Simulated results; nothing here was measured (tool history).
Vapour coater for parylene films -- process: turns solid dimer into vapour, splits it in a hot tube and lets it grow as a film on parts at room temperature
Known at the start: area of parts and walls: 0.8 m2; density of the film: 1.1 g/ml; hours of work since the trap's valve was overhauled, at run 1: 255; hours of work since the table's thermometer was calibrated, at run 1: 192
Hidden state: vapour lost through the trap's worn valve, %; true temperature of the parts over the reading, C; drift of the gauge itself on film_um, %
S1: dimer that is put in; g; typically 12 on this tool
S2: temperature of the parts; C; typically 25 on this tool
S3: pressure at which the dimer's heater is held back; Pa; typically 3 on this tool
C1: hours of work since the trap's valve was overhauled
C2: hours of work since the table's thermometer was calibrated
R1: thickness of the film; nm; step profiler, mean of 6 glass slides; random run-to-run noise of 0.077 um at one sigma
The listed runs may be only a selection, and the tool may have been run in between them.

run,day,S1,S2,S3,C1,C2,R1
1,0,12,25,3,255,192,8510
2,0.817,12,25,3,269,206,8540
3,1.712,12,25,3,284,221,8460
4,2.467,12,30,3,296,233,7380
5,3.117,12,30,3,307,244,7200
6,3.562,12,30,3,315,251,7180
7,4.183,12,30,3,325,262,7140
# day 4.779: trap's valve overhauled
8,5.325,12,30,3,9,278,6770
9,6.275,12,30,3,25,293,6690
# day 6.925: trap's valve overhauled, once more
10,7.25,12,30,3,5,307,8000
11,8.121,12,30,3,20,321,8090
12,8.733,12,30,3,30,331,8100
13,9.408,12,23,3,41,343,9800
14,9.971,12,23,3,51,352,9660
15,10.867,12,23,3,65,367,9730
16,11.446,12,23,3,75,376,9670
17,12.175,12,35,3,87,388,6920
18,13.088,12,25,8.6,102,404,8470
19,14.029,12,25,5.02,118,419,8740
20,14.975,12,25,5.02,133,435,8510
21,15.683,12,25,5.02,145,447,8690
22,16.279,12,25,5.02,155,457,8560
23,17.25,12,25,5.02,171,473,8620
24,17.833,12,25,5.02,181,482,8480
25,18.25,12,25,5.02,188,489,8570
26,19.125,20,35,4.47,202,504,10850
27,19.996,20,35,4.47,217,518,10830
28,20.604,15,35,4.47,227,528,8110
29,21.129,8,25,5.5,236,537,5620
30,21.967,8,25,5.5,249,551,5530
31,22.858,8,25,5.5,264,566,5570
32,23.792,14,22,9.95,280,581,10160
33,24.312,14,22,9.95,288,590,10040
34,24.858,12,31,8.69,297,599,6780
35,25.708,12,31,8.69,311,613,6770
36,26.525,17,17,4.08,325,627,14560
# day 27.108: trap's valve overhauled
37,27.129,16,17,2.05,0,634,15800
38,28.012,12,29,4.19,15,648,8110
39,28.838,15,36,5.66,29,662,8140
40,29.812,15,36,5.66,45,678,8130
41,30.254,15,36,5.66,52,686,8100
42,31.075,15,24,5.66,66,699,11410

For run 43, what comes out?
43,32.067,12,24,5.66,82,716,?

{"run 43": {"R1": 8970}}
The same run, on a tool lacking any hidden state, would have yielded R1 9120 nm.

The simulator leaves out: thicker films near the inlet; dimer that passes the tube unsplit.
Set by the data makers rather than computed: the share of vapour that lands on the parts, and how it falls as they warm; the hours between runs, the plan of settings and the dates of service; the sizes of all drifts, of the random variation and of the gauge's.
